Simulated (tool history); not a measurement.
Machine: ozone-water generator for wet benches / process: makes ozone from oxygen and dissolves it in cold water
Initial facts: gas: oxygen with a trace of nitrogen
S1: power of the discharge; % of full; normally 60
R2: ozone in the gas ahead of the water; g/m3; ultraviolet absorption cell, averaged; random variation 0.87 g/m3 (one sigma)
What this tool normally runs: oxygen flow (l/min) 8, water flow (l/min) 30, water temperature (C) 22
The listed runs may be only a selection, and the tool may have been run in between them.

{"run": 1, "hour": 0.0, "S1": 60, "oxygen flow (l/min)": 8, "water flow (l/min)": 30, "water temperature (C)": 22, "dissolved ozone (ppm)": 16, "R2": 141}
{"run": 2, "hour": 104.8, "S1": 60, "oxygen flow (l/min)": 8, "water flow (l/min)": 30, "water temperature (C)": 22, "dissolved ozone (ppm)": 16.1, "R2": 139.4}
{"run": 3, "hour": 259.0, "S1": 60, "oxygen flow (l/min)": 8, "water flow (l/min)": 30, "water temperature (C)": 22, "dissolved ozone (ppm)": 16.1, "R2": 141}
{"run": 4, "hour": 381.9, "S1": 60, "oxygen flow (l/min)": 8, "water flow (l/min)": 30, "water temperature (C)": 22, "dissolved ozone (ppm)": 16, "R2": 138.9}
{"run": 5, "hour": 507.2, "S1": 60, "oxygen flow (l/min)": 8, "water flow (l/min)": 30, "water temperature (C)": 22, "dissolved ozone (ppm)": 15.4, "R2": 138}
{"run": 6, "hour": 660.3, "S1": 87, "oxygen flow (l/min)": 8, "water flow (l/min)": 30, "water temperature (C)": 22, "dissolved ozone (ppm)": 21.2, "R2": 185.5}
{"run": 7, "hour": 763.7, "S1": 60, "oxygen flow (l/min)": 8, "water flow (l/min)": 19, "water temperature (C)": 22, "dissolved ozone (ppm)": 21.4, "R2": 136.7}
{"run": 8, "hour": 952.4, "S1": 60, "oxygen flow (l/min)": 8, "water flow (l/min)": 19, "water temperature (C)": 22, "dissolved ozone (ppm)": 21.1, "R2": 135.7}
{"run": 9, "hour": 1061.0, "S1": 60, "oxygen flow (l/min)": 8, "water flow (l/min)": 30, "water temperature (C)": 22, "dissolved ozone (ppm)": 15.3, "R2": 136.4}
{"run": 10, "hour": 1145.7, "S1": 60, "oxygen flow (l/min)": 8, "water flow (l/min)": 30, "water temperature (C)": 22, "dissolved ozone (ppm)": 15.2, "R2": 134}
{"run": 11, "hour": 1262.1, "S1": 60, "oxygen flow (l/min)": 8, "water flow (l/min)": 30, "water temperature (C)": 22, "dissolved ozone (ppm)": 15.1, "R2": 134.7}
{"run": 12, "hour": 1393.7, "S1": 60, "oxygen flow (l/min)": 8, "water flow (l/min)": 38, "water temperature (C)": 22, "dissolved ozone (ppm)": 12.6, "R2": 134.2}
{"run": 13, "hour": 1574.9, "S1": 79, "oxygen flow (l/min)": 8, "water flow (l/min)": 30, "water temperature (C)": 22, "dissolved ozone (ppm)": 18.3, "R2": 166.4}
{"run": 14, "hour": 1704.9, "S1": 79, "oxygen flow (l/min)": 8, "water flow (l/min)": 30, "water temperature (C)": 22, "dissolved ozone (ppm)": 18.4, "R2": 164.5}
{"run": 15, "hour": 1783.6, "S1": 79, "oxygen flow (l/min)": 7.89, "water flow (l/min)": 30, "water temperature (C)": 22, "dissolved ozone (ppm)": 18.3, "R2": 164.4}
{"run": 16, "hour": 1954.9, "S1": 64, "oxygen flow (l/min)": 7.89, "water flow (l/min)": 30, "water temperature (C)": 18, "dissolved ozone (ppm)": 16.6, "R2": 140.9}
{"run": 17, "hour": 2101.3, "S1": 64, "oxygen flow (l/min)": 7.89, "water flow (l/min)": 30, "water temperature (C)": 18, "dissolved ozone (ppm)": 16.5, "R2": 138.1}
{"run": 18, "hour": 2285.8, "S1": 50, "oxygen flow (l/min)": 12.45, "water flow (l/min)": 23, "water temperature (C)": 18, "dissolved ozone (ppm)": 17, "R2": 97.9}
{"run": 19, "hour": 2453.6, "S1": 60, "oxygen flow (l/min)": 9, "water flow (l/min)": 40, "water temperature (C)": 22, "dissolved ozone (ppm)": 11.5, "R2": 124.8}
{"run": 20, "hour": 2624.3, "S1": 60, "oxygen flow (l/min)": 5.21, "water flow (l/min)": 40, "water temperature (C)": 21, "dissolved ozone (ppm)": 9.9, "R2": 146.6}
{"run": 21, "hour": 2772.3, "S1": 60, "oxygen flow (l/min)": 8, "water flow (l/min)": 30, "water temperature (C)": 22, "dissolved ozone (ppm)": 14.2, "R2": 128.3}
{"run": 22, "hour": 2885.3, "S1": 75, "oxygen flow (l/min)": 6.51, "water flow (l/min)": 23, "water temperature (C)": 28, "dissolved ozone (ppm)": 18, "R2": 160.3}
{"run": 23, "hour": 2964.0, "S1": 75, "oxygen flow (l/min)": 6.51, "water flow (l/min)": 23, "water temperature (C)": 28, "dissolved ozone (ppm)": 17.6, "R2": 160.4}
{"hour": 3098.9, "done": "water thermometer calibrated"}
{"run": 24, "hour": 3143.5, "S1": 75, "oxygen flow (l/min)": 6.51, "water flow (l/min)": 23, "water temperature (C)": 28, "dissolved ozone (ppm)": 17.9, "R2": 160.1}
{"hour": 3215.4, "done": "contactor cleaned"}
{"run": 25, "hour": 3321.2, "S1": 60, "oxygen flow (l/min)": 4.51, "water flow (l/min)": 33, "water temperature (C)": 15, "dissolved ozone (ppm)": 12.1, "R2": 152.7}
{"run": 26, "hour": 3472.2, "S1": 44, "oxygen flow (l/min)": 4.51, "water flow (l/min)": 33, "water temperature (C)": 21, "dissolved ozone (ppm)": 9.2, "R2": 120.3}
{"run": 27, "hour": 3633.7, "S1": 53, "oxygen flow (l/min)": 8.76, "water flow (l/min)": 33, "water temperature (C)": 24, "dissolved ozone (ppm)": 12, "R2": 110.4}
{"run": 28, "hour": 3801.8, "S1": 42, "oxygen flow (l/min)": 8, "water flow (l/min)": 30, "water temperature (C)": 23, "dissolved ozone (ppm)": 10.9, "R2": 95.7}
{"run": 29, "hour": 3893.7, "S1": 42, "oxygen flow (l/min)": 8, "water flow (l/min)": 30, "water temperature (C)": 23, "dissolved ozone (ppm)": 10.7, "R2": 95.5}
{"run": 30, "hour": 4027.7, "S1": 60, "oxygen flow (l/min)": 5.21, "water flow (l/min)": 30, "water temperature (C)": 22, "dissolved ozone (ppm)": 13, "R2": 140.5}

Alternative continuations, all from the tool just after run 30; predict every row:
{"run": "A", "hour": 4148.4, "S1": 60, "oxygen flow (l/min)": 5.21, "water flow (l/min)": 36, "water temperature (C)": 22, "dissolved ozone (ppm)": "?", "R2": "?"}
{"run": "B", "hour": 4148.4, "S1": 44, "oxygen flow (l/min)": 8, "water flow (l/min)": 30, "water temperature (C)": 19, "dissolved ozone (ppm)": "?", "R2": "?"}
{"run": "C", "hour": 4148.4, "S1": 60, "oxygen flow (l/min)": 5.21, "water flow (l/min)": 43, "water temperature (C)": 22, "dissolved ozone (ppm)": "?", "R2": "?"}
{"run": "D", "hour": 4148.4, "S1": 60, "oxygen flow (l/min)": 5.21, "water flow (l/min)": 43, "water temperature (C)": 28, "dissolved ozone (ppm)": "?", "R2": "?"}

run=A dissolved_ozone_(ppm)=10.6 R2=140.4
run=B dissolved_ozone_(ppm)=11.6 R2=98.2
run=C dissolved_ozone_(ppm)=9 R2=140.7
run=D dissolved_ozone_(ppm)=8.5 R2=140.4
Without the tool's unlogged condition, the same runs would have read:
run=A dissolved_ozone_(ppm)=12.6 R2=164
run=B dissolved_ozone_(ppm)=13.2 R2=110
run=C dissolved_ozone_(ppm)=10.6 R2=164.4
run=D dissolved_ozone_(ppm)=10.1 R2=163.9

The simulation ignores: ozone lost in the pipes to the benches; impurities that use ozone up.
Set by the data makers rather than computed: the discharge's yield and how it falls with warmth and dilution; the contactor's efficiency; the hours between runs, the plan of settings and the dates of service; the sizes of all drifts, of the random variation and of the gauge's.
